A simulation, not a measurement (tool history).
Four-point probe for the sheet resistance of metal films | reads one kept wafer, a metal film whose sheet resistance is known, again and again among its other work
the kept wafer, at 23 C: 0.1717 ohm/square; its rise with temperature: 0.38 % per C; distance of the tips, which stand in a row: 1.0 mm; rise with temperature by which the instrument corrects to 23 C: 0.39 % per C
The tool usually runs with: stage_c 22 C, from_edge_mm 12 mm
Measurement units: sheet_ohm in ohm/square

{"run": 1, "hour": 0.0, "stage_c": 22, "from_edge_mm": 12, "sheet_ohm": 0.172436}
{"run": 2, "hour": 66.7, "stage_c": 22, "from_edge_mm": 12, "sheet_ohm": 0.172469}
{"run": 3, "hour": 118.8, "stage_c": 22, "from_edge_mm": 12, "sheet_ohm": 0.172484}
{"run": 4, "hour": 184.7, "stage_c": 22, "from_edge_mm": 12, "sheet_ohm": 0.172463}
{"run": 5, "hour": 226.2, "stage_c": 22, "from_edge_mm": 12, "sheet_ohm": 0.172518}
{"run": 6, "hour": 270.6, "stage_c": 22, "from_edge_mm": 12, "sheet_ohm": 0.172427}
{"run": 7, "hour": 306.1, "stage_c": 22, "from_edge_mm": 8, "sheet_ohm": 0.173272}
{"run": 8, "hour": 334.3, "stage_c": 22, "from_edge_mm": 8, "sheet_ohm": 0.173292}
{"run": 9, "hour": 379.6, "stage_c": 22, "from_edge_mm": 12, "sheet_ohm": 0.172491}
{"run": 10, "hour": 437.6, "stage_c": 22, "from_edge_mm": 12, "sheet_ohm": 0.17242}
{"run": 11, "hour": 500.5, "stage_c": 22, "from_edge_mm": 12, "sheet_ohm": 0.172495}
{"run": 12, "hour": 565.2, "stage_c": 27, "from_edge_mm": 12, "sheet_ohm": 0.172498}
{"run": 13, "hour": 597.9, "stage_c": 27, "from_edge_mm": 12, "sheet_ohm": 0.172493}
{"run": 14, "hour": 638.2, "stage_c": 23, "from_edge_mm": 12, "sheet_ohm": 0.172492}
{"run": 15, "hour": 704.0, "stage_c": 23, "from_edge_mm": 12, "sheet_ohm": 0.172425}
{"run": 16, "hour": 735.2, "stage_c": 20, "from_edge_mm": 12, "sheet_ohm": 0.172508}
{"run": 17, "hour": 780.9, "stage_c": 20, "from_edge_mm": 12, "sheet_ohm": 0.172472}
{"run": 18, "hour": 827.7, "stage_c": 20, "from_edge_mm": 12, "sheet_ohm": 0.172492}
{"run": 19, "hour": 888.4, "stage_c": 20, "from_edge_mm": 12, "sheet_ohm": 0.172521}
{"run": 20, "hour": 953.0, "stage_c": 20, "from_edge_mm": 12, "sheet_ohm": 0.172517}
{"run": 21, "hour": 1000.3, "stage_c": 20, "from_edge_mm": 12, "sheet_ohm": 0.17251}
{"run": 22, "hour": 1063.1, "stage_c": 20, "from_edge_mm": 12, "sheet_ohm": 0.172482}
{"run": 23, "hour": 1112.5, "stage_c": 20, "from_edge_mm": 19, "sheet_ohm": 0.172154}
{"hour": 1139.4, "done": "stage's thermometer calibrated"}
{"run": 24, "hour": 1166.0, "stage_c": 23, "from_edge_mm": 56, "sheet_ohm": 0.171726}
{"run": 25, "hour": 1226.8, "stage_c": 22, "from_edge_mm": 41, "sheet_ohm": 0.171838}
{"run": 26, "hour": 1280.0, "stage_c": 22, "from_edge_mm": 41, "sheet_ohm": 0.171814}
{"run": 27, "hour": 1347.0, "stage_c": 22, "from_edge_mm": 41, "sheet_ohm": 0.171783}
{"run": 28, "hour": 1390.5, "stage_c": 31, "from_edge_mm": 59, "sheet_ohm": 0.171723}
{"run": 29, "hour": 1434.2, "stage_c": 22, "from_edge_mm": 35, "sheet_ohm": 0.171819}
{"hour": 1476.2, "done": "stage's thermometer calibrated, once more"}
{"run": 30, "hour": 1478.0, "stage_c": 22, "from_edge_mm": 35, "sheet_ohm": 0.172452}
{"run": 31, "hour": 1514.0, "stage_c": 19, "from_edge_mm": 13, "sheet_ohm": 0.172885}
{"run": 32, "hour": 1573.1, "stage_c": 26, "from_edge_mm": 12, "sheet_ohm": 0.172953}
{"run": 33, "hour": 1618.8, "stage_c": 23, "from_edge_mm": 10, "sheet_ohm": 0.173312}
{"run": 34, "hour": 1656.1, "stage_c": 18, "from_edge_mm": 4, "sheet_ohm": 0.177978}
{"run": 35, "hour": 1692.3, "stage_c": 28, "from_edge_mm": 4, "sheet_ohm": 0.177928}
{"run": 36, "hour": 1744.7, "stage_c": 24, "from_edge_mm": 5, "sheet_ohm": 0.175997}
{"run": 37, "hour": 1796.9, "stage_c": 24, "from_edge_mm": 4, "sheet_ohm": 0.178022}
{"run": 38, "hour": 1849.0, "stage_c": 24, "from_edge_mm": 4, "sheet_ohm": 0.177938}
{"run": 39, "hour": 1882.1, "stage_c": 22, "from_edge_mm": 9, "sheet_ohm": 0.173554}
{"run": 40, "hour": 1926.3, "stage_c": 26, "from_edge_mm": 26, "sheet_ohm": 0.172478}
{"run": 41, "hour": 1991.7, "stage_c": 26, "from_edge_mm": 4, "sheet_ohm": 0.177863}
{"run": 42, "hour": 2050.6, "stage_c": 26, "from_edge_mm": 4, "sheet_ohm": 0.177966}
{"run": 43, "hour": 2097.9, "stage_c": 25, "from_edge_mm": 8, "sheet_ohm": 0.173821}
{"run": 44, "hour": 2149.4, "stage_c": 25, "from_edge_mm": 8, "sheet_ohm": 0.173767}

Subtracting, for every run, the result it would have given without the tool's unlogged condition from the measured result gives the following. The same run-to-run variation enters both numbers; the gauge's scatter may not:
The hidden state here: inner tips' distance over the nominal, %; tips' flats over new ones', %; wafer's true temperature over the reading, C; drift of the gauge itself on sheet_ohm, %.
run=1 sheet_ohm=+0.000108
run=2 sheet_ohm=+0.000112
run=3 sheet_ohm=+0.000114
run=4 sheet_ohm=+0.000116
run=5 sheet_ohm=+0.000118
run=6 sheet_ohm=+0.000119
run=7 sheet_ohm=+0.00012
run=8 sheet_ohm=+0.000123
run=9 sheet_ohm=+0.000124
run=10 sheet_ohm=+0.000127
run=11 sheet_ohm=+0.00013
run=12 sheet_ohm=+0.000139
run=13 sheet_ohm=+0.000141
run=14 sheet_ohm=+0.000136
run=15 sheet_ohm=+0.000139
run=16 sheet_ohm=+0.000135
run=17 sheet_ohm=+0.000138
run=18 sheet_ohm=+0.000139
run=19 sheet_ohm=+0.000142
run=20 sheet_ohm=+0.000145
run=21 sheet_ohm=+0.000146
run=22 sheet_ohm=+0.000148
run=23 sheet_ohm=+0.00015
run=24 sheet_ohm=+0.000016
run=25 sheet_ohm=+0.000017
run=26 sheet_ohm=+0.000019
run=27 sheet_ohm=+0.000022
run=28 sheet_ohm=+0.000044
run=29 sheet_ohm=+0.000026
run=30 sheet_ohm=+0.000638
run=31 sheet_ohm=+0.00064
run=32 sheet_ohm=+0.000644
run=33 sheet_ohm=+0.000647
run=34 sheet_ohm=+0.000663
run=35 sheet_ohm=+0.000666
run=36 sheet_ohm=+0.000661
run=37 sheet_ohm=+0.00067
run=38 sheet_ohm=+0.000671
run=39 sheet_ohm=+0.000657
run=40 sheet_ohm=+0.000656
run=41 sheet_ohm=+0.000676
run=42 sheet_ohm=+0.00068
run=43 sheet_ohm=+0.000667
run=44 sheet_ohm=+0.000669
